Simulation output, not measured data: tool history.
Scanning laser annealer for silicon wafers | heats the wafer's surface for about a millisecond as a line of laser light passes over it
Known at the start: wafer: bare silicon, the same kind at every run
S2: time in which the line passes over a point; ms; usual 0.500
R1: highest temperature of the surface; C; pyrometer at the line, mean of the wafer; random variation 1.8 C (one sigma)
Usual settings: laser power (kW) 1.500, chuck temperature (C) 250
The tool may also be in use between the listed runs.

run 1 day=0.000 | laser_power_(kW)=1.500 S2=0.500 chuck_temperature_(C)=250 | R1=915
run 2 day=0.808 | laser_power_(kW)=1.500 S2=0.500 chuck_temperature_(C)=250 | R1=916
run 3 day=1.958 | laser_power_(kW)=1.500 S2=0.500 chuck_temperature_(C)=250 | R1=912
-- day=2.379 window over the wafer cleaned
run 4 day=3.225 | laser_power_(kW)=1.302 S2=0.500 chuck_temperature_(C)=250 | R1=851
run 5 day=4.392 | laser_power_(kW)=1.302 S2=0.500 chuck_temperature_(C)=250 | R1=846
run 6 day=5.517 | laser_power_(kW)=1.302 S2=0.500 chuck_temperature_(C)=250 | R1=845
run 7 day=6.408 | laser_power_(kW)=1.302 S2=0.500 chuck_temperature_(C)=250 | R1=843
run 8 day=7.708 | laser_power_(kW)=1.500 S2=0.500 chuck_temperature_(C)=250 | R1=948
run 9 day=8.833 | laser_power_(kW)=1.500 S2=0.500 chuck_temperature_(C)=250 | R1=947
run 10 day=10.067 | laser_power_(kW)=1.500 S2=0.500 chuck_temperature_(C)=250 | R1=943
run 11 day=10.992 | laser_power_(kW)=1.327 S2=0.502 chuck_temperature_(C)=255 | R1=859
run 12 day=12.233 | laser_power_(kW)=1.503 S2=0.522 chuck_temperature_(C)=276 | R1=987
-- day=12.525 optics aligned, line set to its width
run 13 day=14.229 | laser_power_(kW)=1.503 S2=0.487 chuck_temperature_(C)=276 | R1=955
run 14 day=16.062 | laser_power_(kW)=1.591 S2=0.590 chuck_temperature_(C)=250 | R1=1059
-- day=17.996 optics aligned, line set to its width, once more
run 15 day=18.100 | laser_power_(kW)=1.647 S2=0.590 chuck_temperature_(C)=231 | R1=1080
run 16 day=19.750 | laser_power_(kW)=1.647 S2=0.579 chuck_temperature_(C)=231 | R1=1069

4 ways to go on from here, each from the tool as it stands after run 16. What would each give?
run A day=20.817 | laser_power_(kW)=1.553 S2=0.500 chuck_temperature_(C)=282 | R1=?
run B day=20.817 | laser_power_(kW)=1.497 S2=0.575 chuck_temperature_(C)=239 | R1=?
run C day=20.817 | laser_power_(kW)=1.500 S2=0.500 chuck_temperature_(C)=239 | R1=?
run D day=20.817 | laser_power_(kW)=1.418 S2=0.546 chuck_temperature_(C)=227 | R1=?

run=A R1=995
run=B R1=986
run=C R1=925
run=D R1=910
Without the tool's hidden state the same runs would have given:
run=A R1=1014
run=B R1=1006
run=C R1=944
run=D R1=928
